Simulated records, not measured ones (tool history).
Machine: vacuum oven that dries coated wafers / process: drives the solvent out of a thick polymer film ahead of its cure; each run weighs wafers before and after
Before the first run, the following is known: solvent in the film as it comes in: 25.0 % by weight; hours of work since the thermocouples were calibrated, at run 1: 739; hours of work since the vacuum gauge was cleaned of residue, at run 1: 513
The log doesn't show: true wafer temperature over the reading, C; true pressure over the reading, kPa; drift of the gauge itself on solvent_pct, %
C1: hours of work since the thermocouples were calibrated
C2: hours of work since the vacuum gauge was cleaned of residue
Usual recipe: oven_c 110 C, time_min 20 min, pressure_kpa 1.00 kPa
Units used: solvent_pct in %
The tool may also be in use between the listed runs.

{"run": 1, "hour": 0.0, "oven_c": 110, "time_min": 20, "pressure_kpa": 1.0, "C1": 739, "C2": 513, "solvent_pct": 4.21}
{"run": 2, "hour": 42.8, "oven_c": 110, "time_min": 20, "pressure_kpa": 1.0, "C1": 772, "C2": 547, "solvent_pct": 4.16}
{"run": 3, "hour": 79.0, "oven_c": 110, "time_min": 20, "pressure_kpa": 1.0, "C1": 800, "C2": 575, "solvent_pct": 4.19}
{"run": 4, "hour": 151.4, "oven_c": 110, "time_min": 20, "pressure_kpa": 1.43, "C1": 857, "C2": 631, "solvent_pct": 4.32}
{"run": 5, "hour": 221.4, "oven_c": 110, "time_min": 28, "pressure_kpa": 1.0, "C1": 912, "C2": 686, "solvent_pct": 2.33}
{"run": 6, "hour": 287.8, "oven_c": 110, "time_min": 31, "pressure_kpa": 1.0, "C1": 963, "C2": 738, "solvent_pct": 1.98}
{"run": 7, "hour": 329.9, "oven_c": 110, "time_min": 31, "pressure_kpa": 1.0, "C1": 996, "C2": 770, "solvent_pct": 1.94}
{"run": 8, "hour": 400.4, "oven_c": 110, "time_min": 20, "pressure_kpa": 1.0, "C1": 1051, "C2": 825, "solvent_pct": 4.05}
{"hour": 406.8, "done": "oven's thermocouples calibrated"}
{"run": 9, "hour": 442.4, "oven_c": 110, "time_min": 20, "pressure_kpa": 1.0, "C1": 28, "C2": 856, "solvent_pct": 4.05}
{"run": 10, "hour": 506.0, "oven_c": 110, "time_min": 20, "pressure_kpa": 1.0, "C1": 77, "C2": 906, "solvent_pct": 3.96}
{"hour": 525.1, "done": "oven's thermocouples calibrated, once more"}
{"run": 11, "hour": 553.6, "oven_c": 110, "time_min": 20, "pressure_kpa": 2.32, "C1": 22, "C2": 942, "solvent_pct": 5.07}
{"run": 12, "hour": 595.7, "oven_c": 110, "time_min": 20, "pressure_kpa": 1.0, "C1": 55, "C2": 974, "solvent_pct": 4.49}
{"run": 13, "hour": 646.4, "oven_c": 110, "time_min": 20, "pressure_kpa": 1.0, "C1": 95, "C2": 1014, "solvent_pct": 4.42}
{"run": 14, "hour": 694.8, "oven_c": 110, "time_min": 27, "pressure_kpa": 1.0, "C1": 132, "C2": 1052, "solvent_pct": 2.79}
{"run": 15, "hour": 730.4, "oven_c": 112, "time_min": 14, "pressure_kpa": 1.0, "C1": 160, "C2": 1079, "solvent_pct": 5.95}
{"run": 16, "hour": 788.3, "oven_c": 103, "time_min": 31, "pressure_kpa": 2.33, "C1": 205, "C2": 1124, "solvent_pct": 5.56}
{"run": 17, "hour": 848.4, "oven_c": 103, "time_min": 31, "pressure_kpa": 2.33, "C1": 252, "C2": 1171, "solvent_pct": 5.57}
{"run": 18, "hour": 909.1, "oven_c": 106, "time_min": 19, "pressure_kpa": 1.0, "C1": 299, "C2": 1219, "solvent_pct": 6.62}
{"run": 19, "hour": 963.1, "oven_c": 105, "time_min": 21, "pressure_kpa": 1.0, "C1": 341, "C2": 1261, "solvent_pct": 6.38}
{"run": 20, "hour": 1027.8, "oven_c": 100, "time_min": 16, "pressure_kpa": 1.23, "C1": 392, "C2": 1311, "solvent_pct": 11.03}
{"run": 21, "hour": 1063.9, "oven_c": 111, "time_min": 20, "pressure_kpa": 1.31, "C1": 420, "C2": 1339, "solvent_pct": 4.1}
{"hour": 1093.0, "done": "vacuum gauge cleaned of residue and calibrated"}
{"run": 22, "hour": 1119.3, "oven_c": 111, "time_min": 20, "pressure_kpa": 1.31, "C1": 462, "C2": 20, "solvent_pct": 4.06}
{"run": 23, "hour": 1164.3, "oven_c": 110, "time_min": 20, "pressure_kpa": 1.65, "C1": 497, "C2": 55, "solvent_pct": 4.59}
{"run": 24, "hour": 1212.2, "oven_c": 110, "time_min": 20, "pressure_kpa": 1.65, "C1": 534, "C2": 93, "solvent_pct": 4.48}
{"run": 25, "hour": 1251.5, "oven_c": 110, "time_min": 24, "pressure_kpa": 2.25, "C1": 565, "C2": 123, "solvent_pct": 3.75}

How would selected steps in solvent_pct from run to run divide? Give the signed amount a tool lacking its hidden state would still show from settings, what came in and random variation, and the signed amount left for the hidden state, including any gauge scatter that is not in both of the compared results.
Run 7 -> 8: time_min 31 -> 20. solvent_pct +2.11 %: hidden state -0.17, all else +2.28.
Run 10 -> 11: pressure_kpa 1.00 -> 2.32, oven's thermocouples calibrated, once more. solvent_pct +1.11 %: hidden state +0.56, all else +0.55.
Run 19 -> 20: oven_c 105 -> 100, time_min 21 -> 16, pressure_kpa 1.00 -> 1.23. solvent_pct +4.65 %: hidden state -0.03, all else +4.68.
Run 20 -> 21: oven_c 100 -> 111, time_min 16 -> 20, pressure_kpa 1.23 -> 1.31. solvent_pct -6.93 %: hidden state +0.01, all else -6.94.

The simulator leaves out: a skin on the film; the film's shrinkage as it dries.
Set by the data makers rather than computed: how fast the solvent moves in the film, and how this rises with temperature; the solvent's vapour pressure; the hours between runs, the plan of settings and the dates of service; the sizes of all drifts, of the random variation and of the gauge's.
